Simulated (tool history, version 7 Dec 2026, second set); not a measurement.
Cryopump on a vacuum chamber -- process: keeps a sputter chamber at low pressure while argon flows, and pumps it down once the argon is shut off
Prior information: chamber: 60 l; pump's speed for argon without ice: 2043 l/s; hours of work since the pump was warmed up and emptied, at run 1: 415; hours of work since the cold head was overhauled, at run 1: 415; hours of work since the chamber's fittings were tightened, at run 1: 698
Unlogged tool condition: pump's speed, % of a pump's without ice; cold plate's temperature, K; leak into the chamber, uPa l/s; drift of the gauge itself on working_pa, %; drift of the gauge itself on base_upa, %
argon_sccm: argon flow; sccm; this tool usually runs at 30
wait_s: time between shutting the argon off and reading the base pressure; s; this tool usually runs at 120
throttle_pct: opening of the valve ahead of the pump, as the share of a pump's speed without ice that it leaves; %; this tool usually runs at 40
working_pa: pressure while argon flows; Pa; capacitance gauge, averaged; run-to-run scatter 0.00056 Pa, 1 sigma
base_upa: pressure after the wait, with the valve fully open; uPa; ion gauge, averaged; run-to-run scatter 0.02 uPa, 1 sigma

run    hour  argon_sccm  wait_s  throttle_pct  hours of work since the pump was warmed up and emptied  hours of work since the cold head was overhauled  hours of work since the chamber's fittings were tightened  working_pa  base_upa
  1       0          30     120            40                                                     415                                               415                                                        698      0.0667      0.65
  2    27.6          30     120            40                                                     426                                               426                                                        709      0.0677      0.64
  3    70.5          30     120            40                                                     443                                               443                                                        727      0.0675      0.67
  4   126.8          30     120            40                                                     465                                               465                                                        749      0.0671      0.68
  5   182.7          30     120            40                                                     488                                               488                                                        771      0.0681      0.71
  6   214.4          30     120            40                                                     500                                               500                                                        784      0.0684      0.76
  7     266          30     120            40                                                     521                                               521                                                        805      0.0674      0.76
  8   318.7          30      43            40                                                     542                                               542                                                        826      0.0686      0.99
  9   354.6          30      43            40                                                     557                                               557                                                        840        0.07      0.98
 10   413.9          30      43            40                                                     580                                               580                                                        864       0.069         1
 11   442.5          16     120            40                                                     592                                               592                                                        876      0.0367      0.77
 12   482.7          16     120            40                                                     608                                               608                                                        892      0.0369      0.73
 13   530.5          26     120            40                                                     627                                               627                                                        911      0.0611      0.76
 14   594.7          15     120            40                                                     653                                               653                                                        937      0.0346      0.83
 15   658.3          30      26            40                                                     678                                               678                                                        962      0.0713      1.34
 16   700.7          30      26            40                                                     695                                               695                                                        979      0.0723      1.32
 17   733.9          30     120            40                                                     709                                               709                                                        992      0.0717      0.92
 18   797.7          30     120            40                                                     734                                               734                                                       1018      0.0715      0.88
 19   832.3          30     120            40                                                     748                                               748                                                       1032       0.072      0.91
 20   878.8          35     120            33                                                     767                                               767                                                       1050      0.0991      0.94
 21   942.2          30      28            44                                                     792                                               792                                                       1076      0.0675      1.43
 22   981.6          30     292            36                                                     808                                               808                                                       1092      0.0804       0.9
 23  1049.5          30     292            36                                                     835                                               835                                                       1119      0.0807      0.93
 24  1115.6          12     292            36                                                     862                                               862                                                       1145      0.0317      0.96
 25  1168.7          12      36            40                                                     883                                               883                                                       1167      0.0297      1.36
 26  1221.2          12      36            40                                                     904                                               904                                                       1188      0.0297      1.42
     1229.1  -- pump warmed up, emptied and cooled again
 27  1282.9          12      27            40                                                      22                                               927                                                       1210      0.0247      1.23
 28  1331.4          30     155            28                                                      41                                               946                                                       1230       0.088      0.72
 29  1362.3          31     125            28                                                      53                                               959                                                       1242      0.0925      0.76
 30  1422.1          31     125            46                                                      77                                               983                                                       1266      0.0571      0.81
 31  1483.8          36      81            40                                                     102                                              1007                                                       1291      0.0761       0.9
 32  1515.5          36      81            40                                                     115                                              1020                                                       1304       0.077      0.86
 33  1570.5          52      44            31                                                     137                                              1042                                                       1326      0.1414      1.09
 34  1619.6          16     167            42                                                     157                                              1062                                                       1345      0.0324      0.84

3 options for the next run, each taken on its own from the tool as it stands now. Forecast them:
  A  1649.9          30      87            40                                                     169                                              1074                                                       1358           ?         ?
  B  1649.9          39     120            31                                                     169                                              1074                                                       1358           ?         ?
  C  1649.9          25      32            36                                                     169                                              1074                                                       1358           ?         ?

run  working_pa  base_upa
  A      0.0639      0.93
  B       0.109      0.89
  C      0.0598      1.22
With the hidden condition removed and each run's random variation left untouched, the same runs would have given:
run  working_pa  base_upa
  A      0.0617      0.32
  B      0.1061       0.3
  C      0.0579      0.62
